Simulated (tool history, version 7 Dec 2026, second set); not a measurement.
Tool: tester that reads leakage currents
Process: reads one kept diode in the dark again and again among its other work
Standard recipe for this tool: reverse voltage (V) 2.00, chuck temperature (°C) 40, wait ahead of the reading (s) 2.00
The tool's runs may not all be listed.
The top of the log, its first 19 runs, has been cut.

| run | hour | reverse voltage (V) | chuck temperature (°C) | wait ahead of the reading (s) | hours of work since the probe card was cleaned | hours of work since the tester was calibrated | hours of work since the chuck was calibrated | current that the tester gives (pA) |
|---|---|---|---|---|---|---|---|---|
| 20 | 436.3 | 2.00 | 40 | 2.04 | 731 | 411 | 1141 | 234.53 |
| 21 | 467.3 | 2.00 | 40 | 2.04 | 753 | 433 | 1164 | 234.48 |
| 22 | 492.3 | 2.00 | 40 | 2.04 | 771 | 451 | 1181 | 234.79 |
| 23 | 523.3 | 2.00 | 40 | 2.04 | 793 | 473 | 1204 | 235.03 |
| 24 | 555.4 | 2.00 | 40 | 2.82 | 816 | 496 | 1227 | 235.59 |
| 25 | 578.9 | 2.00 | 40 | 2.82 | 833 | 513 | 1243 | 233.90 |
| 26 | 607.1 | 4.37 | 43 | 0.41 | 853 | 533 | 1264 | 437.69 |
| 27 | 631.8 | 2.61 | 35 | 5.86 | 871 | 551 | 1281 | 192.99 |
| 28 | 655.6 | 3.32 | 35 | 0.32 | 888 | 568 | 1298 | 222.59 |
| 29 | 670.3 | 3.32 | 35 | 0.32 | 898 | 579 | 1309 | 222.52 |
| 30 | 701.5 | 9.00 | 21 | 1.40 | 921 | 601 | 1331 | 140.12 |
| 31 | 724.1 | 8.80 | 36 | 2.00 | 937 | 617 | 1347 | 402.85 |

Run 32 comes next. What will it give?
| 32 | 741.6 | 7.76 | 30 | 7.34 | 950 | 630 | 1360 | ? |

{"run 32": {"current that the tester gives (pA)": 247.44}}
Were there no unlogged condition in the tool, this run, its random variation unchanged, would have produced current that the tester gives (pA) 247.83.

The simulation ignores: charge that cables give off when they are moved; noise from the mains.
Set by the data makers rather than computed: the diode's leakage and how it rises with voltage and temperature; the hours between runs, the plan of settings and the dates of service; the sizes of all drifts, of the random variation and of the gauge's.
